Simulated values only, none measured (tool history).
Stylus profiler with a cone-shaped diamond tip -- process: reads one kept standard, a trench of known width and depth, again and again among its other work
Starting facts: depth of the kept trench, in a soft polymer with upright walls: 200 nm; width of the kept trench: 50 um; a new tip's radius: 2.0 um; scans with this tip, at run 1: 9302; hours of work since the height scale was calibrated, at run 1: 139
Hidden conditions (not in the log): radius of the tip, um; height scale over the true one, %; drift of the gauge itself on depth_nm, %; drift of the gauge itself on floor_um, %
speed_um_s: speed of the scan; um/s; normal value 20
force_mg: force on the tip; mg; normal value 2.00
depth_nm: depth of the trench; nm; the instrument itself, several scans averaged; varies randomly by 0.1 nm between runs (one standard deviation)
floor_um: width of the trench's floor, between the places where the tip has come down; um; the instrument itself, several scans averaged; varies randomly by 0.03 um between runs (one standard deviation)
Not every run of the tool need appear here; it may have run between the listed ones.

run,hour,speed_um_s,force_mg,scans with this tip,hours of work since the height scale was calibrated,depth_nm,floor_um
1,0.0,20,2.00,9302,139,202.40,47.39
2,44.6,20,4.30,9514,172,204.26,47.38
3,104.7,20,2.00,9798,217,202.34,47.37
4,136.3,20,2.00,9948,240,202.25,47.31
5,191.9,20,2.00,10211,281,202.39,47.35
6,232.9,20,2.00,10406,311,202.30,47.30
7,286.2,8,2.24,10658,351,202.45,47.38
8,338.2,12,5.41,10905,389,204.69,47.29
9,377.5,42,1.18,11091,418,201.49,47.18
10,414.1,42,1.18,11264,445,201.40,47.08
11,465.6,42,4.56,11509,483,204.09,47.21
12,506.3,42,4.56,11701,513,203.88,47.20

5 options for the next run, each taken on its own from the tool as it stands now. Forecast them:
A,552.3,12,3.00,11919,547,?,?
B,552.3,64,1.58,11919,547,?,?
C,552.3,6,0.88,11919,547,?,?
D,552.3,42,1.58,11919,547,?,?
E,552.3,9,1.91,11919,547,?,?

run,depth_nm,floor_um
A,202.78,47.30
B,201.67,47.01
C,200.98,47.23
D,201.66,47.06
E,201.98,47.23
What these runs would have given with no unlogged condition in the tool:
run,depth_nm,floor_um
A,203.36,48.27
B,202.25,47.98
C,201.55,48.20
D,202.23,48.03
E,202.56,48.20
